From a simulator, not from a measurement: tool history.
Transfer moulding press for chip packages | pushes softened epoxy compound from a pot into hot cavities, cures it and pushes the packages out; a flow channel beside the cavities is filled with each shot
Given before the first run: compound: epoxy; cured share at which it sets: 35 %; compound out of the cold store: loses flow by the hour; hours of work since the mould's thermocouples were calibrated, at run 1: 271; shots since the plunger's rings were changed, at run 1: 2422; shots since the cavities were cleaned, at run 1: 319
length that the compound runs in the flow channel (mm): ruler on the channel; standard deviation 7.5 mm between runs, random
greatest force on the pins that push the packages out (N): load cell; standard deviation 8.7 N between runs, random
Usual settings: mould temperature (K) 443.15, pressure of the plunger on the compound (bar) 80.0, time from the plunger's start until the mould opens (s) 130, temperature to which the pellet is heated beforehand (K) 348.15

| run | day | mould temperature (K) | pressure of the plunger on the compound (bar) | time from the plunger's start until the mould opens (s) | temperature to which the pellet is heated beforehand (K) | hours of work since the mould's thermocouples were calibrated | shots since the plunger's rings were changed | shots since the cavities were cleaned | incoming compound's hours out of the cold store | length that the compound runs in the flow channel (mm) | greatest force on the pins that push the packages out (N) |
|---|---|---|---|---|---|---|---|---|---|---|---|
| 1 | 0.000 | 443.15 | 80.0 | 130 | 348.15 | 271 | 2422 | 319 | 18.9 | 939 | 696 |
| 2 | 0.554 | 443.15 | 80.0 | 130 | 348.15 | 281 | 2577 | 474 | 16.4 | 945 | 777 |
| 3 | 0.812 | 443.15 | 80.0 | 130 | 348.15 | 286 | 2650 | 547 | 39.3 | 828 | 805 |
| 4 | 1.225 | 443.15 | 80.0 | 130 | 352.15 | 293 | 2765 | 662 | 38.2 | 835 | 780 |
|  | 1.333 | cavities cleaned with cleaning compound and waxed |
|  | 1.488 | plunger's sealing rings changed |
| 5 | 1.896 | 443.15 | 80.0 | 130 | 348.15 | 303 | 115 | 129 | 30.2 | 915 | 536 |
| 6 | 2.233 | 443.15 | 80.0 | 130 | 348.15 | 309 | 209 | 223 | 12.9 | 991 | 618 |
| 7 | 2.612 | 443.15 | 80.0 | 130 | 348.15 | 316 | 315 | 329 | 29.3 | 910 | 690 |
| 8 | 3.046 | 443.15 | 80.0 | 130 | 348.15 | 324 | 437 | 451 | 34.0 | 893 | 753 |
| 9 | 3.350 | 443.15 | 80.0 | 143 | 348.15 | 329 | 522 | 536 | 45.1 | 822 | 755 |
|  | 3.917 | cavities cleaned with cleaning compound and waxed |
| 10 | 3.938 | 443.15 | 81.6 | 130 | 348.15 | 339 | 669 | 6 | 39.9 | 869 | 372 |
| 11 | 4.329 | 443.15 | 81.6 | 130 | 348.15 | 346 | 779 | 116 | 38.1 | 870 | 525 |
| 12 | 4.633 | 443.15 | 80.0 | 126 | 348.15 | 352 | 864 | 201 | 13.2 | 982 | 620 |
| 13 | 4.938 | 443.15 | 80.0 | 126 | 348.15 | 358 | 949 | 286 | 33.5 | 878 | 691 |
| 14 | 5.346 | 443.15 | 80.0 | 118 | 348.15 | 365 | 1063 | 400 | 31.9 | 875 | 781 |
| 15 | 5.833 | 445.15 | 83.5 | 117 | 348.15 | 374 | 1200 | 537 | 23.5 | 941 | 783 |
|  | 6.392 | cavities cleaned with cleaning compound and waxed |
| 16 | 6.400 | 445.15 | 83.5 | 117 | 348.15 | 383 | 1341 | 2 | 33.4 | 871 | 379 |
| 17 | 6.812 | 445.15 | 83.5 | 117 | 348.15 | 391 | 1457 | 118 | 47.8 | 825 | 518 |
| 18 | 7.346 | 443.15 | 94.2 | 130 | 348.15 | 401 | 1606 | 267 | 26.9 | 985 | 650 |
| 19 | 7.921 | 445.15 | 69.9 | 129 | 348.15 | 412 | 1767 | 428 | 8.2 | 948 | 700 |
|  | 8.042 | mould's thermocouples calibrated |
| 20 | 8.512 | 445.15 | 72.4 | 129 | 353.15 | 9 | 1909 | 570 | 15.4 | 902 | 756 |
| 21 | 8.867 | 445.15 | 72.4 | 129 | 353.15 | 15 | 2009 | 670 | 18.9 | 875 | 797 |
|  | 8.975 | cavities cleaned with cleaning compound and waxed |
| 22 | 9.496 | 450.15 | 72.4 | 129 | 340.15 | 26 | 2167 | 145 | 47.7 | 732 | 501 |
| 23 | 9.800 | 450.15 | 72.4 | 129 | 340.15 | 31 | 2252 | 230 | 13.1 | 904 | 594 |
| 24 | 10.196 | 446.15 | 83.0 | 114 | 343.15 | 39 | 2364 | 342 | 17.8 | 938 | 692 |
|  | 10.325 | mould's thermocouples calibrated, once more |
| 25 | 10.825 | 443.15 | 80.0 | 148 | 348.15 | 9 | 2516 | 494 | 34.8 | 853 | 747 |
| 26 | 11.100 | 443.15 | 80.0 | 135 | 348.15 | 14 | 2593 | 571 | 39.4 | 836 | 762 |
|  | 11.558 | cavities cleaned with cleaning compound and waxed |
| 27 | 11.725 | 443.15 | 80.0 | 135 | 348.15 | 25 | 2751 | 47 | 35.2 | 856 | 439 |
|  | 11.975 | plunger's sealing rings changed |
| 28 | 12.400 | 443.15 | 80.0 | 111 | 348.15 | 35 | 120 | 207 | 16.1 | 983 | 735 |

Below are 4 alternative next runs, each starting from the tool's condition after run 28. Predict each:
| A | 12.792 | 436.15 | 80.0 | 130 | 348.15 | 43 | 229 | 316 | 35.8 | ? | ? |
| B | 12.792 | 443.15 | 97.5 | 130 | 352.15 | 43 | 229 | 316 | 42.0 | ? | ? |
| C | 12.792 | 443.15 | 73.2 | 111 | 348.15 | 43 | 229 | 316 | 34.0 | ? | ? |
| D | 12.792 | 445.15 | 68.7 | 111 | 352.15 | 43 | 229 | 316 | 11.8 | ? | ? |

| run | length that the compound runs in the flow channel (mm) | greatest force on the pins that push the packages out (N) |
|---|---|---|
| A | 916 | 959 |
| B | 935 | 650 |
| C | 857 | 813 |
| D | 928 | 787 |
Take away the tool's hidden state, keep each run's random variation, and the runs would have read:
| run | length that the compound runs in the flow channel (mm) | greatest force on the pins that push the packages out (N) |
|---|---|---|
| A | 923 | 519 |
| B | 942 | 355 |
| C | 863 | 442 |
| D | 935 | 432 |

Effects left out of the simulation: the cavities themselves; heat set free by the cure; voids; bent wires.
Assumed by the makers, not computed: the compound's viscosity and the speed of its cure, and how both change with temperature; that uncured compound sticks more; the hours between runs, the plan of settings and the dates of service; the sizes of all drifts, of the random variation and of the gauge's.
